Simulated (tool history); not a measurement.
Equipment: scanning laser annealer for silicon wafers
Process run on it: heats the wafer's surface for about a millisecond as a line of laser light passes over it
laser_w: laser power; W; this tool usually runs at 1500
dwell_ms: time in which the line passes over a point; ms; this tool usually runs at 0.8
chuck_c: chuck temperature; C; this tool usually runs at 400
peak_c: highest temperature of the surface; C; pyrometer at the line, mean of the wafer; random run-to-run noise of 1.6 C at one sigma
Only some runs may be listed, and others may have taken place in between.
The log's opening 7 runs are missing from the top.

{"run": 8, "day": 11.771, "laser_w": 1500, "dwell_ms": 0.8, "chuck_c": 400, "peak_c": 1090}
{"run": 9, "day": 13.433, "laser_w": 1500, "dwell_ms": 0.8, "chuck_c": 400, "peak_c": 1087}
{"run": 10, "day": 14.646, "laser_w": 1500, "dwell_ms": 0.703, "chuck_c": 400, "peak_c": 1042}
{"run": 11, "day": 17.133, "laser_w": 1500, "dwell_ms": 0.703, "chuck_c": 400, "peak_c": 1043}
{"run": 12, "day": 18.708, "laser_w": 1500, "dwell_ms": 0.703, "chuck_c": 400, "peak_c": 1044}
{"day": 19.029, "done": "window over the wafer cleaned"}
{"run": 13, "day": 21.038, "laser_w": 1500, "dwell_ms": 0.8, "chuck_c": 400, "peak_c": 1104}
{"run": 14, "day": 23.279, "laser_w": 1500, "dwell_ms": 0.8, "chuck_c": 400, "peak_c": 1101}
{"run": 15, "day": 25.65, "laser_w": 1500, "dwell_ms": 0.8, "chuck_c": 400, "peak_c": 1103}
{"run": 16, "day": 26.896, "laser_w": 1500, "dwell_ms": 0.842, "chuck_c": 400, "peak_c": 1117}
{"run": 17, "day": 29.55, "laser_w": 1500, "dwell_ms": 0.8, "chuck_c": 400, "peak_c": 1094}
{"run": 18, "day": 31.329, "laser_w": 1500, "dwell_ms": 0.8, "chuck_c": 411, "peak_c": 1105}
{"run": 19, "day": 33.842, "laser_w": 1500, "dwell_ms": 0.8, "chuck_c": 411, "peak_c": 1103}
{"run": 20, "day": 35.667, "laser_w": 1500, "dwell_ms": 0.8, "chuck_c": 400, "peak_c": 1092}
{"run": 21, "day": 37.788, "laser_w": 1467, "dwell_ms": 0.8, "chuck_c": 368, "peak_c": 1038}
{"run": 22, "day": 39.854, "laser_w": 1500, "dwell_ms": 0.8, "chuck_c": 398, "peak_c": 1088}
{"run": 23, "day": 41.138, "laser_w": 1500, "dwell_ms": 0.704, "chuck_c": 398, "peak_c": 1039}
{"run": 24, "day": 43.792, "laser_w": 1532, "dwell_ms": 0.898, "chuck_c": 399, "peak_c": 1141}
{"run": 25, "day": 45.808, "laser_w": 1569, "dwell_ms": 0.764, "chuck_c": 383, "peak_c": 1089}
{"run": 26, "day": 47.296, "laser_w": 1569, "dwell_ms": 0.764, "chuck_c": 383, "peak_c": 1082}
{"run": 27, "day": 49.012, "laser_w": 1620, "dwell_ms": 0.95, "chuck_c": 398, "peak_c": 1210}
{"day": 50.038, "done": "window over the wafer cleaned"}
{"run": 28, "day": 51.221, "laser_w": 1367, "dwell_ms": 0.805, "chuck_c": 392, "peak_c": 1022}
{"day": 53.162, "done": "optics aligned, line set to its width"}
{"run": 29, "day": 54.012, "laser_w": 1327, "dwell_ms": 0.694, "chuck_c": 427, "peak_c": 1006}
{"run": 30, "day": 56.333, "laser_w": 1327, "dwell_ms": 0.694, "chuck_c": 427, "peak_c": 1010}
{"run": 31, "day": 57.721, "laser_w": 1329, "dwell_ms": 0.692, "chuck_c": 413, "peak_c": 991}
{"run": 32, "day": 60.533, "laser_w": 1515, "dwell_ms": 0.8, "chuck_c": 431, "peak_c": 1152}

What will run 33 give?
{"run": 33, "day": 62.642, "laser_w": 1500, "dwell_ms": 0.8, "chuck_c": 426, "peak_c": "?"}

{"run 33": {"peak_c": 1141}}
Minus the tool's unlogged condition, the same run would have read peak_c 1146 C.

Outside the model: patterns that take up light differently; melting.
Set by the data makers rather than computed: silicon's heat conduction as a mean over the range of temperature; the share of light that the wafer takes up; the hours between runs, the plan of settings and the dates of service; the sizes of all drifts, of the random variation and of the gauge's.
